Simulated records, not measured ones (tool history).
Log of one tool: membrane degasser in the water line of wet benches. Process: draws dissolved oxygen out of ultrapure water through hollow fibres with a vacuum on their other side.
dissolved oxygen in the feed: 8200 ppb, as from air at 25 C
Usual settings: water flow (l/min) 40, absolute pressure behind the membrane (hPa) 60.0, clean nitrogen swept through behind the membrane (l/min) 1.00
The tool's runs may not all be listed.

| run | hour | water flow (l/min) | absolute pressure behind the membrane (hPa) | clean nitrogen swept through behind the membrane (l/min) | dissolved oxygen in the water behind the degasser (ppb) | pressure that the water loses in the fibres (hPa) |
|---|---|---|---|---|---|---|
| 1 | 0.0 | 40 | 60.0 | 1.00 | 498.1 | 499.6 |
| 2 | 35.9 | 40 | 60.0 | 1.00 | 491.3 | 493.0 |
| 3 | 86.3 | 40 | 60.0 | 1.00 | 504.0 | 499.3 |
| 4 | 130.1 | 40 | 39.9 | 1.00 | 344.9 | 499.4 |
| 5 | 156.3 | 40 | 60.0 | 1.00 | 502.1 | 499.8 |
| 6 | 216.8 | 40 | 60.0 | 1.00 | 500.3 | 496.6 |
| 7 | 263.2 | 40 | 60.0 | 1.00 | 499.8 | 497.9 |
| 8 | 318.2 | 40 | 60.0 | 1.00 | 500.1 | 496.3 |
| 9 | 349.3 | 40 | 60.0 | 1.00 | 505.5 | 499.8 |
| 10 | 400.0 | 40 | 60.0 | 1.07 | 491.1 | 497.3 |
| 11 | 456.6 | 40 | 64.3 | 1.00 | 536.2 | 497.6 |
| 12 | 514.5 | 40 | 64.3 | 1.00 | 521.4 | 501.5 |
| 13 | 573.8 | 40 | 64.3 | 2.23 | 416.5 | 499.3 |
| 14 | 624.6 | 40 | 64.3 | 2.23 | 416.6 | 499.0 |
| 15 | 681.6 | 40 | 64.3 | 2.23 | 411.1 | 498.6 |
| 16 | 739.2 | 40 | 64.3 | 2.23 | 416.9 | 500.2 |
| 17 | 792.8 | 40 | 64.3 | 2.23 | 418.8 | 497.1 |

Forecast run 18:
| 18 | 839.1 | 29 | 123.4 | 0.80 | ? | ? |

{"run 18": {"dissolved oxygen in the water behind the degasser (ppb)": 796.6, "pressure that the water loses in the fibres (hPa)": 357.6}}
Without the tool's hidden state the same run would have given dissolved oxygen in the water behind the degasser (ppb) 785.1, pressure that the water loses in the fibres (hPa) 352.4.
